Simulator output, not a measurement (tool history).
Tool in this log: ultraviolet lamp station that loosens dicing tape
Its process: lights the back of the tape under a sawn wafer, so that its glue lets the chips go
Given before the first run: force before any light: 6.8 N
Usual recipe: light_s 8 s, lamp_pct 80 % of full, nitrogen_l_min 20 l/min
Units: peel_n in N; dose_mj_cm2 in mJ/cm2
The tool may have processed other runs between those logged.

run	hour	light_s	lamp_pct	nitrogen_l_min	peel_n	dose_mj_cm2
1	0	8	80	20	0.377	225
2	8.9	8	80	20	0.38	225
3	13.9	8	94	20	0.247	267
4	18.2	8	94	20	0.252	265
5	24.9	8	94	20	0.257	261
6	29	8	94	20	0.252	261
7	34.6	9	80	20	0.281	250
8	43.4	7	80	20	0.536	192
9	50.1	7	80	36	0.404	190
10	55.9	8	80	12	0.579	225
11	64.1	8	80	12	0.582	224
12	68.2	8	95	20	0.266	263
13	75.2	8	95	20	0.258	259
14	80.4	8	77	20	0.432	215
15	85.3	10	62	13	0.596	213
16	90.5	10	62	13	0.612	210
17	95.2	11	89	13	0.202	333
18	103.3	6	81	9	1.204	166
19	111.7	7	76	24	0.584	179
20	117.8	7	76	24	0.591	180
# hour 119.5: window cleaned of glue's vapour
21	125.9	7	76	24	0.441	205
22	134	8	80	11	0.466	247
23	139.9	4	87	13	1.389	137
24	146.1	8	80	20	0.319	246

4 ways to go on from here, each from the tool as it stands after run 24. What would each give?
A	155	7	80	10	?	?
B	155	11	78	20	?	?
C	155	15	64	35	?	?
D	155	5	88	20	?	?

run	peel_n	dose_mj_cm2
A	0.693	214
B	0.147	329
C	0.094	366
D	0.74	168
Without the tool's unlogged condition, the same runs would have read:
run	peel_n	dose_mj_cm2
A	0.576	232
B	0.123	357
C	0.086	398
D	0.617	183
